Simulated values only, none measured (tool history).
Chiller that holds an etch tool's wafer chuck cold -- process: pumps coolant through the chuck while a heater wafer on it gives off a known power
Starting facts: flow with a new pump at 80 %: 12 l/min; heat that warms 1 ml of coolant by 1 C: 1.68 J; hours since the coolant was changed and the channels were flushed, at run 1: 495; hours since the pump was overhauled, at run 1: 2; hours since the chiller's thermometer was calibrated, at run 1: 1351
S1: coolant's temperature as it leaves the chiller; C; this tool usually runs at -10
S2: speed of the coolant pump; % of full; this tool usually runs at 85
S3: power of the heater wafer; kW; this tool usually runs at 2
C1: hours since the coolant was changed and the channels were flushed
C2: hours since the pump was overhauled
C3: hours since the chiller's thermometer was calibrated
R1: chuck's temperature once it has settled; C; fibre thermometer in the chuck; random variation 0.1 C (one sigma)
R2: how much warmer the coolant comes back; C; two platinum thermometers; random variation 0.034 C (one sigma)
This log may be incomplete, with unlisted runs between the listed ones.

run   hour   S1  S2     S3    C1   C2    C3    R1    R2
  1      0  -10  85      2   495    2  1351   3.2  5.54
  2   14.6  -10  85      2   509   17  1366   3.4  5.56
  3   38.4  -10  85      2   533   41  1390   3.4  5.51
  4   67.3  -10  96      2   562   70  1419   2.2  4.82
  5   91.6  -10  96      2   586   94  1443   2.3  4.82
  6  104.7  -10  96      2   599  107  1456   2.1  4.81
  7  117.4  -10  99      2   612  120  1469   2.1  4.68
  8  134.6  -10  99      2   629  137  1486   2.2  4.62
  9  164.9  -10  85      2   659  167  1516   3.3  5.44
 10  188.3  -10  85      2   683  191  1540   3.3  5.42
 11    212  -10  85      2   707  214  1563   3.3  5.46
 12  233.9  -10  85      2   728  236  1585   3.3  5.39
 13  258.3  -10  85      2   753  261  1610   3.4  5.37
 14  288.8  -10  85      2   783  291  1640   3.1  5.42
 15  312.2  -10  85      2   807  315  1663   3.5  5.32
 16  336.1  -10  85      2   831  339  1687   3.4  5.33
 17  350.3  -10  85      2   845  353  1702   3.2  5.32
 18  374.9  -10  85  1.385   869  377  1726  -0.8  3.66
 19    390  -16  69  1.106   885  392  1741  -7.6  3.58
     402.4  -- gauge calibrated
 20  414.7   -4  69  1.535   909  417  1766   7.5  5.29
 21  432.8  -14  69  2.075   927  435  1784   1.6  7.21
 22  450.4  -18  69  1.064   945  453  1802  -9.9  3.63
 23  472.2   -9  98  1.893   967  475  1823   2.5  4.46
 24  490.5   -5  87  1.329   985  493  1842   3.6  3.57
 25  519.7  -17  65      2  1014  522  1871  -1.2  7.27
 26  538.9  -17  65  1.131  1033  541  1890    -8  4.07
 27  560.4  -17  65  1.131  1055  563  1912  -8.1  4.08
 28  587.5  -18  77  1.902  1082  590  1939  -4.4  5.73
 29  605.9  -10  65  1.528  1100  608  1957   2.2  5.52
 30  624.3   -6  91      2  1119  627  1976   6.9  4.99
 31  639.2   -2  73      2  1134  642  1990  12.7  6.42

For each entry between runs, how does the tool's hidden state at the last listed run before it compare with that at the first listed run after it?
Runs 19 to 20: gauge calibrated (hour 402.4)
  drift of the gauge itself on warmer_back_c, C: -0.28 -> -0.01
  difference, measured minus the result without the unlogged condition, R2: -0.29 -> -0.01 C
